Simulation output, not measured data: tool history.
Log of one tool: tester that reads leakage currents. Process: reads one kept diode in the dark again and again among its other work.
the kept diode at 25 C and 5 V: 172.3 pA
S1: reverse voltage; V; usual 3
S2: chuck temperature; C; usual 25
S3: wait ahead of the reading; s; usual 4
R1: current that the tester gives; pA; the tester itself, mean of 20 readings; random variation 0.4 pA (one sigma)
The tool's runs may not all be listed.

Run 1, hour 0: usual settings. Result: R1 133.75 pA.
At hour 38.1: chuck's temperature calibrated.
Run 2, hour 87.1: usual settings. Result: R1 133.36 pA.
Run 3, hour 132: usual settings. Result: R1 133.87 pA.
Run 4, hour 185.8: usual settings but S1 1.45 V. Result: R1 92.61 pA.
Run 5, hour 228.4: usual settings but S1 1.45 V. Result: R1 92.78 pA.
Run 6, hour 285.5: usual settings but S1 1.45 V. Result: R1 92.77 pA.
Run 7, hour 345.9: usual settings but S1 1.45 V. Result: R1 93.02 pA.
Run 8, hour 440.7: usual settings but S1 1.45 V. Result: R1 92.71 pA.
Run 9, hour 540.8: usual settings. Result: R1 134.55 pA.
Run 10, hour 622.2: usual settings. Result: R1 133.89 pA.
Run 11, hour 723.7: usual settings but S1 7.66 V, S3 4.65 s. Result: R1 214 pA.
Run 12, hour 772.2: usual settings but S1 7.66 V, S3 4.65 s. Result: R1 213.91 pA.
Run 13, hour 827.1: usual settings but S1 7.66 V, S2 21 C, S3 4.65 s. Result: R1 156.65 pA.
Run 14, hour 882.2: usual settings but S1 12.53 V, S2 40 C, S3 5.36 s. Result: R1 821.89 pA.
Run 15, hour 959.1: usual settings but S1 10.2 V, S2 41 C, S3 5.36 s. Result: R1 797.31 pA.
Run 16, hour 1005.1: usual settings but S1 1.79 V, S2 56 C, S3 5.36 s. Result: R1 894.02 pA.
Run 17, hour 1060.7: usual settings but S1 1.5 V, S2 38 C. Result: R1 247.48 pA.
Run 18, hour 1115.7: usual settings but S1 1.78 V, S2 41 C, S3 9.04 s. Result: R1 332.04 pA.
Run 19, hour 1214.7: usual settings but S1 1.78 V, S2 41 C, S3 9.04 s. Result: R1 332.96 pA.
Run 20, hour 1270.1: usual settings but S1 5.95 V. Result: R1 188.72 pA.

The same runs without the tool's hidden state, with the same run-to-run variation:
The hidden state here: stray current of the dirty probe card, pA a volt; current scale over the true one, %; true chuck temperature over the reading, C; drift of the gauge itself on leakage_pa, %.
run      R1
  1  133.58
  2  133.34
  3  133.84
  4   92.59
  5   92.76
  6   92.74
  7   92.99
  8   92.66
  9  134.47
 10  133.81
 11  213.82
 12  213.72
 13  156.48
 14  821.28
 15  796.69
 16  893.43
 17  247.27
 18  331.76
 19  332.65
 20  188.48

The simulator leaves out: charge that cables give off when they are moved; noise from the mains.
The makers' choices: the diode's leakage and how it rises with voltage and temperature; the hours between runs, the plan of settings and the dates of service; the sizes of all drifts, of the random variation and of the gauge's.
